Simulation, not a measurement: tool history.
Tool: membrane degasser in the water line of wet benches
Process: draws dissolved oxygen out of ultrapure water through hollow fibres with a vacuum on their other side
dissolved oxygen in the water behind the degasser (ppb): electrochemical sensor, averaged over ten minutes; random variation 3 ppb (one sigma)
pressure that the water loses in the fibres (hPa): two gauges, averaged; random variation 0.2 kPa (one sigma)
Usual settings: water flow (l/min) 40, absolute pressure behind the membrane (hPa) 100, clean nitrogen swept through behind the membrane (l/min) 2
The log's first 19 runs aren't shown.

run,hour,water flow (l/min),absolute pressure behind the membrane (hPa),clean nitrogen swept through behind the membrane (l/min),hours since the membrane was changed,hours since the vacuum gauge was calibrated,hours since the vacuum lines were made tight,dissolved oxygen in the water behind the degasser (ppb),pressure that the water loses in the fibres (hPa)
20,3082.8,26,92,0.88,3335,4553,3335,375.5,301.1
21,3195.5,56,182,1.26,3447,4666,3447,1191.2,646.4
# hour 3216.3: vacuum gauge calibrated
22,3364.5,56,182,1.26,3616,148,3616,1211.8,646.1
23,3550.3,33,182,1.26,3802,334,3802,814.6,384.5
# hour 3584.7: vacuum gauge calibrated, once more
24,3710.2,33,182,1.26,3961,126,3961,777.3,385
# hour 3818.8: seals of the vacuum lines changed
25,3933.3,59,182,2.39,4182,347,115,759.7,690.6
26,4144.4,53,202,2.39,4393,558,326,783,619
27,4367.2,40,100,1.27,4616,780,548,440.6,464.2
28,4464.6,40,100,1.27,4713,878,646,446.6,467.2
29,4638.2,40,100,5.08,4887,1052,819,135.1,470.3
30,4763.8,40,113,5.08,5013,1177,945,158.9,469.3
31,4855.4,38,103,1.01,5104,1269,1037,525.8,443.9
32,5028,38,72,3.48,5277,1441,1209,109,446.2

Forecast each of these 4 alternatives for the next run:
A,5185.7,38,224,3.48,5435,1599,1367,?,?
B,5185.7,29,216,2.46,5435,1599,1367,?,?
C,5185.7,33,61,3.48,5435,1599,1367,?,?
D,5185.7,34,140,3.55,5435,1599,1367,?,?

run,dissolved oxygen in the water behind the degasser (ppb),pressure that the water loses in the fibres (hPa)
A,476.5,449.3
B,478.3,343.1
C,71.4,393.2
D,248.8,399.6
Without the tool's hidden state the same runs would have given:
run,dissolved oxygen in the water behind the degasser (ppb),pressure that the water loses in the fibres (hPa)
A,470.7,424.3
B,473,323.9
C,67.8,371.4
D,244.4,377.1
